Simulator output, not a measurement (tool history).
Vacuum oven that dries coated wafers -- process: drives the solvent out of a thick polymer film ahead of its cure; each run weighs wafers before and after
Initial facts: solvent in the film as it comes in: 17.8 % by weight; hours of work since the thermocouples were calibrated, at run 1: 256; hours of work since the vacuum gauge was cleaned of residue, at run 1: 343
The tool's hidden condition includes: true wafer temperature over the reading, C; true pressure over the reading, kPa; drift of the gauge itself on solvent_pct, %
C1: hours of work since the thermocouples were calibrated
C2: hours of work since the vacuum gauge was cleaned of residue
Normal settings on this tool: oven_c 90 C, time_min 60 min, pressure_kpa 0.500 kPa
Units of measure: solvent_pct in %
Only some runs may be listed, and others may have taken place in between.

Run 1, hour 0.0: usual settings; C1 256; C2 343. Result: solvent_pct 1.37 %.
Run 2, hour 68.8: usual settings; C1 290; C2 378. Result: solvent_pct 1.33 %.
Run 3, hour 182.4: usual settings; C1 348; C2 435. Result: solvent_pct 1.36 %.
Run 4, hour 275.2: usual settings; C1 395; C2 482. Result: solvent_pct 1.30 %.
Run 5, hour 359.1: usual settings but oven_c 89 C; C1 437; C2 525. Result: solvent_pct 1.64 %.
Run 6, hour 471.7: usual settings but oven_c 89 C; C1 494; C2 581. Result: solvent_pct 1.56 %.
Run 7, hour 580.1: usual settings but pressure_kpa 0.418 kPa; C1 548; C2 636. Result: solvent_pct 1.37 %.
Run 8, hour 682.1: usual settings but oven_c 87 C; C1 600; C2 687. Result: solvent_pct 2.07 %.
Run 9, hour 792.2: usual settings but oven_c 87 C; C1 656; C2 743. Result: solvent_pct 2.08 %.
Run 10, hour 877.9: usual settings but oven_c 87 C; C1 699; C2 786. Result: solvent_pct 2.19 %.
Run 11, hour 953.7: usual settings but oven_c 87 C; C1 737; C2 824. Result: solvent_pct 2.08 %.
Run 12, hour 1068.0: usual settings but oven_c 87 C; C1 795; C2 882. Result: solvent_pct 2.04 %.
Run 13, hour 1148.9: usual settings but oven_c 87 C; C1 835; C2 923. Result: solvent_pct 2.08 %.
At hour 1156.6: oven's thermocouples calibrated.
Run 14, hour 1206.9: usual settings but oven_c 87 C; C1 25; C2 951. Result: solvent_pct 2.11 %.
Run 15, hour 1270.8: usual settings but oven_c 87 C; C1 58; C2 983. Result: solvent_pct 2.02 %.
Run 16, hour 1355.1: usual settings but oven_c 87 C; C1 100; C2 1026. Result: solvent_pct 1.95 %.
Run 17, hour 1427.5: usual settings but oven_c 87 C; C1 137; C2 1063. Result: solvent_pct 2.07 %.
Run 18, hour 1496.0: usual settings but oven_c 87 C; C1 171; C2 1097. Result: solvent_pct 2.11 %.
Run 19, hour 1609.7: usual settings but pressure_kpa 0.534 kPa; C1 229; C2 1155. Result: solvent_pct 1.26 %.
Run 20, hour 1730.0: usual settings but oven_c 95 C; C1 289; C2 1215. Result: solvent_pct 0.62 %.
Run 21, hour 1826.6: usual settings but oven_c 92 C; C1 338; C2 1264. Result: solvent_pct 0.97 %.
Run 22, hour 1929.6: usual settings but oven_c 92 C; C1 390; C2 1316. Result: solvent_pct 0.91 %.
Run 23, hour 1999.9: usual settings but oven_c 92 C, pressure_kpa 0.393 kPa; C1 426; C2 1351. Result: solvent_pct 0.92 %.
Run 24, hour 2084.0: usual settings but oven_c 92 C, pressure_kpa 0.393 kPa; C1 468; C2 1394. Result: solvent_pct 0.97 %.
Run 25, hour 2172.4: usual settings but oven_c 103 C, time_min 59 min, pressure_kpa 0.393 kPa; C1 513; C2 1438. Result: solvent_pct 0.17 %.
Run 26, hour 2265.8: usual settings but oven_c 86 C, time_min 59 min, pressure_kpa 0.729 kPa; C1 560; C2 1486. Result: solvent_pct 2.50 %.
Run 27, hour 2336.0: usual settings but oven_c 86 C, time_min 59 min, pressure_kpa 0.729 kPa; C1 595; C2 1521. Result: solvent_pct 2.52 %.
Run 28, hour 2420.7: usual settings but oven_c 82 C; C1 638; C2 1564. Result: solvent_pct 3.54 %.
Run 29, hour 2535.8: usual settings but oven_c 82 C; C1 696; C2 1622. Result: solvent_pct 3.66 %.
Run 30, hour 2602.7: usual settings but oven_c 104 C, time_min 41 min; C1 730; C2 1656. Result: solvent_pct 0.26 %.
Run 31, hour 2668.7: usual settings but oven_c 88 C, time_min 69 min; C1 763; C2 1689. Result: solvent_pct 1.34 %.
Run 32, hour 2752.9: usual settings but oven_c 88 C, time_min 41 min, pressure_kpa 1.066 kPa; C1 805; C2 1731. Result: solvent_pct 3.66 %.
At hour 2822.2: oven's thermocouples calibrated.
Run 33, hour 2873.5: usual settings but oven_c 83 C, time_min 74 min, pressure_kpa 0.889 kPa; C1 26; C2 1791. Result: solvent_pct 2.57 %.
Run 34, hour 2960.5: usual settings but oven_c 99 C, time_min 56 min, pressure_kpa 0.889 kPa; C1 70; C2 1835. Result: solvent_pct 0.55 %.
Run 35, hour 3018.6: usual settings but oven_c 101 C, pressure_kpa 0.374 kPa; C1 99; C2 1864. Result: solvent_pct 0.13 %.
Run 36, hour 3131.4: usual settings but oven_c 86 C, time_min 48 min, pressure_kpa 1.154 kPa; C1 156; C2 1921. Result: solvent_pct 3.67 %.
Run 37, hour 3208.3: usual settings but oven_c 86 C, time_min 48 min, pressure_kpa 1.154 kPa; C1 195; C2 1960. Result: solvent_pct 3.65 %.
Run 38, hour 3307.4: usual settings but oven_c 86 C, time_min 48 min, pressure_kpa 0.440 kPa; C1 245; C2 2010. Result: solvent_pct 3.36 %.
Run 39, hour 3385.2: usual settings but oven_c 86 C, time_min 48 min, pressure_kpa 0.440 kPa; C1 284; C2 2049. Result: solvent_pct 3.42 %.
Run 40, hour 3455.0: usual settings but oven_c 86 C, time_min 48 min, pressure_kpa 0.440 kPa; C1 319; C2 2085. Result: solvent_pct 3.23 %.
Run 41, hour 3541.2: usual settings but oven_c 100 C; C1 363; C2 2128. Result: solvent_pct 0.27 %.
Run 42, hour 3626.4: usual settings but oven_c 104 C, time_min 52 min; C1 406; C2 2171. Result: solvent_pct 0.22 %.
Run 43, hour 3739.0: usual settings but oven_c 91 C, time_min 32 min, pressure_kpa 0.621 kPa; C1 463; C2 2228. Result: solvent_pct 3.69 %.
Run 44, hour 3829.2: usual settings but oven_c 91 C, time_min 32 min, pressure_kpa 0.621 kPa; C1 508; C2 2273. Result: solvent_pct 3.67 %.
Run 45, hour 3921.3: usual settings but time_min 41 min, pressure_kpa 1.129 kPa; C1 555; C2 2320. Result: solvent_pct 2.98 %.
Run 46, hour 3976.2: usual settings but time_min 41 min, pressure_kpa 1.129 kPa; C1 582; C2 2348. Result: solvent_pct 3.07 %.
Run 47, hour 4097.2: usual settings but oven_c 78 C, pressure_kpa 0.518 kPa; C1 643; C2 2409. Result: solvent_pct 5.16 %.

What if the next run were any one of these 4? Each begins from the tool's condition after run 47:
Run A, hour 4150.4: usual settings but oven_c 86 C, time_min 55 min, pressure_kpa 0.617 kPa; C1 670; C2 2435. Result: solvent_pct ?.
Run B, hour 4150.4: usual settings but oven_c 78 C, time_min 107 min, pressure_kpa 0.262 kPa; C1 670; C2 2435. Result: solvent_pct ?.
Run C, hour 4150.4: usual settings but time_min 80 min, pressure_kpa 1.652 kPa; C1 670; C2 2435. Result: solvent_pct ?.
Run D, hour 4150.4: usual settings but oven_c 84 C, time_min 107 min, pressure_kpa 0.445 kPa; C1 670; C2 2435. Result: solvent_pct ?.

run  solvent_pct
  A         2.65
  B         2.35
  C         1.24
  D         1.03
With no hidden state in the tool, these same runs would have given:
run  solvent_pct
  A         2.61
  B         2.31
  C         1.22
  D         1.01

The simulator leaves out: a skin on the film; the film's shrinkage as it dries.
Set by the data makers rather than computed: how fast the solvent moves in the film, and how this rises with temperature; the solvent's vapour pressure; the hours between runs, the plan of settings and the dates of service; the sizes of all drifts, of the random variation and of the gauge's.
